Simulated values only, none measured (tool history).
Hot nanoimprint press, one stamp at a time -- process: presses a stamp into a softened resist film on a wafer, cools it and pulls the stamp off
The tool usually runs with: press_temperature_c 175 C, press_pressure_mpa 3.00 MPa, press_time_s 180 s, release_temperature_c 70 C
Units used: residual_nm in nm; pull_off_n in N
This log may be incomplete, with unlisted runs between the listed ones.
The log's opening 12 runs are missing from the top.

{"run": 13, "hour": 486.0, "press_temperature_c": 175, "press_pressure_mpa": 3.0, "press_time_s": 180, "release_temperature_c": 70, "residual_nm": 178.2, "pull_off_n": 199}
{"run": 14, "hour": 534.2, "press_temperature_c": 175, "press_pressure_mpa": 3.0, "press_time_s": 215, "release_temperature_c": 70, "residual_nm": 166.1, "pull_off_n": 199}
{"run": 15, "hour": 569.8, "press_temperature_c": 175, "press_pressure_mpa": 3.0, "press_time_s": 215, "release_temperature_c": 70, "residual_nm": 166.4, "pull_off_n": 192}
{"run": 16, "hour": 610.5, "press_temperature_c": 175, "press_pressure_mpa": 3.0, "press_time_s": 215, "release_temperature_c": 70, "residual_nm": 165.8, "pull_off_n": 201}
{"run": 17, "hour": 637.3, "press_temperature_c": 167, "press_pressure_mpa": 3.0, "press_time_s": 159, "release_temperature_c": 70, "residual_nm": 227.8, "pull_off_n": 196}
{"run": 18, "hour": 680.0, "press_temperature_c": 171, "press_pressure_mpa": 3.95, "press_time_s": 131, "release_temperature_c": 64, "residual_nm": 195.8, "pull_off_n": 209}
{"hour": 690.4, "done": "stamp cleaned and given a new release coat"}
{"run": 19, "hour": 716.3, "press_temperature_c": 183, "press_pressure_mpa": 3.0, "press_time_s": 156, "release_temperature_c": 70, "residual_nm": 152.8, "pull_off_n": 197}
{"run": 20, "hour": 747.7, "press_temperature_c": 183, "press_pressure_mpa": 3.0, "press_time_s": 156, "release_temperature_c": 70, "residual_nm": 152.6, "pull_off_n": 207}
{"run": 21, "hour": 774.2, "press_temperature_c": 177, "press_pressure_mpa": 4.24, "press_time_s": 144, "release_temperature_c": 73, "residual_nm": 156.4, "pull_off_n": 192}
{"hour": 781.3, "done": "plate thermocouple calibrated"}
{"run": 22, "hour": 828.2, "press_temperature_c": 170, "press_pressure_mpa": 3.0, "press_time_s": 248, "release_temperature_c": 70, "residual_nm": 181.6, "pull_off_n": 200}
{"run": 23, "hour": 879.9, "press_temperature_c": 170, "press_pressure_mpa": 3.0, "press_time_s": 248, "release_temperature_c": 70, "residual_nm": 183.7, "pull_off_n": 195}
{"run": 24, "hour": 915.3, "press_temperature_c": 170, "press_pressure_mpa": 3.0, "press_time_s": 248, "release_temperature_c": 70, "residual_nm": 182.1, "pull_off_n": 203}
{"run": 25, "hour": 955.7, "press_temperature_c": 182, "press_pressure_mpa": 3.7, "press_time_s": 186, "release_temperature_c": 64, "residual_nm": 131.5, "pull_off_n": 215}
{"run": 26, "hour": 1000.0, "press_temperature_c": 182, "press_pressure_mpa": 3.7, "press_time_s": 186, "release_temperature_c": 64, "residual_nm": 130.6, "pull_off_n": 218}
{"run": 27, "hour": 1036.1, "press_temperature_c": 182, "press_pressure_mpa": 3.7, "press_time_s": 186, "release_temperature_c": 64, "residual_nm": 131.0, "pull_off_n": 219}
{"run": 28, "hour": 1061.4, "press_temperature_c": 182, "press_pressure_mpa": 3.7, "press_time_s": 186, "release_temperature_c": 64, "residual_nm": 131.5, "pull_off_n": 213}
{"hour": 1089.8, "done": "stamp cleaned and given a new release coat"}
{"run": 29, "hour": 1121.9, "press_temperature_c": 182, "press_pressure_mpa": 3.7, "press_time_s": 186, "release_temperature_c": 64, "residual_nm": 132.3, "pull_off_n": 214}
{"run": 30, "hour": 1158.7, "press_temperature_c": 175, "press_pressure_mpa": 3.0, "press_time_s": 287, "release_temperature_c": 69, "residual_nm": 147.9, "pull_off_n": 197}

Each row is a separate what-if for the run after 30, all from the same tool condition, not one after another. Results?
{"run": "A", "hour": 1196.8, "press_temperature_c": 175, "press_pressure_mpa": 3.0, "press_time_s": 310, "release_temperature_c": 69, "residual_nm": "?", "pull_off_n": "?"}
{"run": "B", "hour": 1196.8, "press_temperature_c": 168, "press_pressure_mpa": 4.65, "press_time_s": 180, "release_temperature_c": 70, "residual_nm": "?", "pull_off_n": "?"}
{"run": "C", "hour": 1196.8, "press_temperature_c": 170, "press_pressure_mpa": 3.78, "press_time_s": 180, "release_temperature_c": 61, "residual_nm": "?", "pull_off_n": "?"}

run=A residual_nm=143.4 pull_off_n=201
run=B residual_nm=179.6 pull_off_n=198
run=C residual_nm=183.7 pull_off_n=224
The same runs, with their run-to-run variation unchanged, on a tool lacking any hidden condition would have given:
run=A residual_nm=146.1 pull_off_n=200
run=B residual_nm=183.0 pull_off_n=198
run=C residual_nm=187.2 pull_off_n=224
